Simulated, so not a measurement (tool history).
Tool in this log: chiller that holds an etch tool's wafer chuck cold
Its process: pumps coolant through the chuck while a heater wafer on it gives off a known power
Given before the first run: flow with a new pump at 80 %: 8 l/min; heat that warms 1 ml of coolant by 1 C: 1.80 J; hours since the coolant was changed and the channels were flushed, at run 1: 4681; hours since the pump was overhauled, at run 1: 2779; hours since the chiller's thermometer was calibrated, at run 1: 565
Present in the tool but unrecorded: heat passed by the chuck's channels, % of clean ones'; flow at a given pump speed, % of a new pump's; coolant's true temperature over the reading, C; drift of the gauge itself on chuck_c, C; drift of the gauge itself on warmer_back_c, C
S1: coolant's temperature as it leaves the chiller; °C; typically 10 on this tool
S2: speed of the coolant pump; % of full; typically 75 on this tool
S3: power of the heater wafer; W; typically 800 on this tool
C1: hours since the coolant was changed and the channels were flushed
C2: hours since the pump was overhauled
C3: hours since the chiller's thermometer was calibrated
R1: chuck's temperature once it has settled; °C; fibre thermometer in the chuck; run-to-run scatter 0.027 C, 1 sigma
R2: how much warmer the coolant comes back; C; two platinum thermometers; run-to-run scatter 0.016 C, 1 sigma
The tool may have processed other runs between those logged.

run    hour  S1  S2    S3    C1    C2    C3     R1    R2
  1       0  10  75   800  4681  2779   565  16.17   3.6
  2    82.1   8  75   800  4763  2862   647  14.12  3.59
  3   126.3   8  75   800  4808  2906   691  14.13  3.58
  4   206.4   8  75   800  4888  2986   772   14.2  3.58
  5   275.5   8  75   800  4957  3055   841  14.17  3.63
  6   343.9   8  75   800  5025  3123   909  14.15  3.63
  7   393.1   8  75   800  5074  3173   958  14.14  3.64
  8   459.3   8  75   800  5141  3239  1024  14.16  3.64
  9   516.8   8  75   800  5198  3296  1082  14.16  3.65
 10   572.4   8  75   800  5254  3352  1138  14.22  3.64
 11   644.4  10  75   800  5326  3424  1210  16.19  3.68
 12   723.9  10  75   800  5405  3503  1289  16.19  3.69
 13   765.9  10  75   800  5447  3545  1331  16.15  3.68
        816  -- coolant changed, channels flushed
 14   872.5  14  75   800    57  3646  1432  20.16  3.72
 15   929.5  14  75   800   114  3703  1489  20.13   3.7
 16  1017.6   3  75   800   202  3791  1577   9.13  3.73
 17  1112.3  17  87   722   296  3886  1671  21.97  2.92
 18  1187.3  17  87   722   371  3961  1746  21.97  2.92
 19  1275.6   9  75  1058   460  4049  1835  17.17  4.89
 20  1347.7  10  83  1132   532  4121  1907  18.03  4.73
 21    1424  14  79   676   608  4197  1983  18.97  3.08
 22  1469.2   6  79  1141   653  4243  2028  14.41  5.04
 23  1525.8   6  79  1141   710  4299  2085  14.43  5.04
 24  1583.1   4  75   682   767  4357  2142   9.23  3.27
 25  1671.2  14  75  1167   855  4445  2230  22.95  5.45
 26    1757  14  75  1167   941  4531  2316  22.94  5.45
 27  1816.7  12  92   821  1001  4590  2376  17.33  3.22
 28  1907.7  12  62   764  1092  4681  2467  18.91  4.47
 29    1966   1  89   929  1150  4739  2525   7.23  3.76
 30  2054.9   7  79   713  1239  4828  2614  12.24  3.29
 31  2134.7   7  66   713  1319  4908  2694  13.08  3.97
 32  2193.8  18  73   607  1378  4967  2753  22.74  3.11

How the hidden state differs across the entries between the runs, from the last listed run before each to the first after it:
From run 13 to run 14: coolant changed, channels flushed (hour 816)
  heat passed by the chuck's channels, % of clean ones': 99.8 -> 100; drift of the gauge itself on warmer_back_c, C: 0.11 -> 0.12
  measured less the result without the state, R2: +0.11 -> +0.12 C
